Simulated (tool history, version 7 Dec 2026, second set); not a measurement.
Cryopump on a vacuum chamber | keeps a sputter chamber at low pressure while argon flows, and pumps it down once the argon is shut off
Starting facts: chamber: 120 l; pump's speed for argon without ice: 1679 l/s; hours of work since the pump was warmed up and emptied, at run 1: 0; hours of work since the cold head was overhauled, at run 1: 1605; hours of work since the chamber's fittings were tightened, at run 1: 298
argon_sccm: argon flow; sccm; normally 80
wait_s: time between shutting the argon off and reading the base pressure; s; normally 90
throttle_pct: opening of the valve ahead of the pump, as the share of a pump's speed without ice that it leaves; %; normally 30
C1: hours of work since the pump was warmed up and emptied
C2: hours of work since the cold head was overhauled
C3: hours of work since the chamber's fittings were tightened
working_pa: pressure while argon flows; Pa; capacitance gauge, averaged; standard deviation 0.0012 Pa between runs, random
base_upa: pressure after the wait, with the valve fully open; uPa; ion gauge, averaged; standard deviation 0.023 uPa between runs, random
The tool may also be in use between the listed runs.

{"run": 1, "hour": 0.0, "argon_sccm": 80, "wait_s": 90, "throttle_pct": 30, "C1": 0, "C2": 1605, "C3": 298, "working_pa": 0.2707, "base_upa": 1.04}
{"run": 2, "hour": 41.1, "argon_sccm": 80, "wait_s": 90, "throttle_pct": 30, "C1": 32, "C2": 1637, "C3": 330, "working_pa": 0.2741, "base_upa": 1.11}
{"run": 3, "hour": 140.3, "argon_sccm": 80, "wait_s": 90, "throttle_pct": 30, "C1": 110, "C2": 1715, "C3": 408, "working_pa": 0.2812, "base_upa": 1.19}
{"run": 4, "hour": 217.0, "argon_sccm": 80, "wait_s": 90, "throttle_pct": 30, "C1": 171, "C2": 1776, "C3": 468, "working_pa": 0.2877, "base_upa": 1.3}
{"run": 5, "hour": 259.1, "argon_sccm": 80, "wait_s": 90, "throttle_pct": 30, "C1": 204, "C2": 1809, "C3": 501, "working_pa": 0.2879, "base_upa": 1.4}
{"run": 6, "hour": 338.7, "argon_sccm": 80, "wait_s": 90, "throttle_pct": 30, "C1": 266, "C2": 1871, "C3": 564, "working_pa": 0.2958, "base_upa": 1.52}
{"run": 7, "hour": 435.1, "argon_sccm": 80, "wait_s": 90, "throttle_pct": 30, "C1": 342, "C2": 1947, "C3": 640, "working_pa": 0.3034, "base_upa": 1.69}
{"hour": 462.1, "done": "pump warmed up, emptied and cooled again"}
{"run": 8, "hour": 512.7, "argon_sccm": 141, "wait_s": 90, "throttle_pct": 30, "C1": 40, "C2": 2004, "C3": 697, "working_pa": 0.4832, "base_upa": 1.44}
{"run": 9, "hour": 588.1, "argon_sccm": 141, "wait_s": 90, "throttle_pct": 30, "C1": 99, "C2": 2064, "C3": 756, "working_pa": 0.493, "base_upa": 1.56}
{"run": 10, "hour": 687.5, "argon_sccm": 141, "wait_s": 90, "throttle_pct": 30, "C1": 177, "C2": 2142, "C3": 834, "working_pa": 0.5071, "base_upa": 1.72}
{"run": 11, "hour": 767.7, "argon_sccm": 141, "wait_s": 90, "throttle_pct": 30, "C1": 240, "C2": 2205, "C3": 898, "working_pa": 0.5181, "base_upa": 1.82}
{"run": 12, "hour": 854.7, "argon_sccm": 141, "wait_s": 90, "throttle_pct": 30, "C1": 309, "C2": 2273, "C3": 966, "working_pa": 0.5343, "base_upa": 2.05}
{"hour": 921.6, "done": "pump warmed up, emptied and cooled again"}
{"run": 13, "hour": 921.6, "argon_sccm": 141, "wait_s": 94, "throttle_pct": 30, "C1": 0, "C2": 2322, "C3": 1015, "working_pa": 0.4777, "base_upa": 1.71}
{"run": 14, "hour": 1006.5, "argon_sccm": 141, "wait_s": 94, "throttle_pct": 30, "C1": 67, "C2": 2389, "C3": 1081, "working_pa": 0.4918, "base_upa": 1.74}
{"run": 15, "hour": 1105.0, "argon_sccm": 141, "wait_s": 94, "throttle_pct": 30, "C1": 144, "C2": 2466, "C3": 1159, "working_pa": 0.4994, "base_upa": 1.94}
{"run": 16, "hour": 1189.4, "argon_sccm": 141, "wait_s": 94, "throttle_pct": 30, "C1": 211, "C2": 2533, "C3": 1225, "working_pa": 0.5113, "base_upa": 2.1}
{"run": 17, "hour": 1286.5, "argon_sccm": 141, "wait_s": 94, "throttle_pct": 30, "C1": 287, "C2": 2609, "C3": 1302, "working_pa": 0.5271, "base_upa": 2.35}
{"hour": 1342.4, "done": "leaking fittings of the chamber tightened, without venting"}
{"hour": 1387.3, "done": "pump warmed up, emptied and cooled again"}
{"run": 18, "hour": 1394.3, "argon_sccm": 60, "wait_s": 93, "throttle_pct": 16, "C1": 6, "C2": 2688, "C3": 37, "working_pa": 0.3809, "base_upa": 0.82}
{"run": 19, "hour": 1447.6, "argon_sccm": 49, "wait_s": 42, "throttle_pct": 17, "C1": 47, "C2": 2730, "C3": 79, "working_pa": 0.2944, "base_upa": 1.64}
{"run": 20, "hour": 1518.0, "argon_sccm": 61, "wait_s": 29, "throttle_pct": 17, "C1": 103, "C2": 2785, "C3": 134, "working_pa": 0.3703, "base_upa": 2.24}
{"run": 21, "hour": 1595.6, "argon_sccm": 61, "wait_s": 29, "throttle_pct": 17, "C1": 164, "C2": 2847, "C3": 195, "working_pa": 0.3761, "base_upa": 2.35}
{"run": 22, "hour": 1690.1, "argon_sccm": 82, "wait_s": 27, "throttle_pct": 17, "C1": 238, "C2": 2921, "C3": 269, "working_pa": 0.5075, "base_upa": 2.67}

Estimate the outcome of run 23 from the log above:
{"run": 23, "hour": 1779.9, "argon_sccm": 82, "wait_s": 225, "throttle_pct": 17, "C1": 309, "C2": 2991, "C3": 340, "working_pa": "?", "base_upa": "?"}

{"run 23": {"working_pa": 0.5193, "base_upa": 0.93}}
With the hidden condition absent and the run-to-run variation left alone, this run would have shown working_pa 0.4842 Pa, base_upa 0.41 uPa.

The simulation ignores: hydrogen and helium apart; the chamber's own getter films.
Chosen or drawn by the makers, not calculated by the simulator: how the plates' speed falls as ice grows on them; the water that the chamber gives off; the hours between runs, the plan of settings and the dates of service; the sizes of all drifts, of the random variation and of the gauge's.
